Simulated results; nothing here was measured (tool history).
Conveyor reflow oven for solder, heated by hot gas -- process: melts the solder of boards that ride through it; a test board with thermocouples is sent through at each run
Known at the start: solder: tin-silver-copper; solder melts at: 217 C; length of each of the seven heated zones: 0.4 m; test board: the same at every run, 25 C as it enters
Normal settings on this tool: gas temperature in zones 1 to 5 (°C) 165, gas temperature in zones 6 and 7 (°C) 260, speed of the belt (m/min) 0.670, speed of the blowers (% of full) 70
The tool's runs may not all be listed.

run	hour	gas temperature in zones 1 to 5 (°C)	gas temperature in zones 6 and 7 (°C)	speed of the belt (m/min)	speed of the blowers (% of full)	highest temperature of the board (°C)	time above the solder's melting point (s)
1	0.0	165	260	0.670	70	243.5	44.8
2	50.4	165	260	0.670	70	244.2	45.3
3	77.0	165	272	0.670	70	254.4	52.7
# hour 101.9: flux residue cleaned out of gas plates and filters
4	130.8	165	272	0.670	70	253.7	51.2
5	178.9	165	272	0.670	70	253.6	51.8
6	215.1	165	272	0.670	70	253.2	52.0
7	267.7	168	260	0.670	70	243.3	45.2
8	317.3	155	264	0.685	67	243.3	40.0
9	381.1	161	251	0.617	52	233.8	35.8
10	426.2	161	270	0.756	57	243.1	35.6
# hour 436.0: flux residue cleaned out of gas plates and filters, once more
11	458.6	161	267	0.694	52	246.1	43.6

Each row is a separate what-if for the run after 11, all from the same tool condition, not one after another. Results?
A	506.3	165	260	0.670	57	?	?
B	506.3	154	260	0.670	70	?	?
C	506.3	161	263	0.694	52	?	?
D	506.3	161	269	0.703	88	?	?

run	highest temperature of the board (°C)	time above the solder's melting point (s)
A	243.3	43.7
B	244.0	42.2
C	242.9	40.4
D	254.0	49.7
With no hidden state in the tool, these same runs would have given:
run	highest temperature of the board (°C)	time above the solder's melting point (s)
A	242.7	42.5
B	243.4	41.1
C	242.2	39.3
D	253.4	48.7
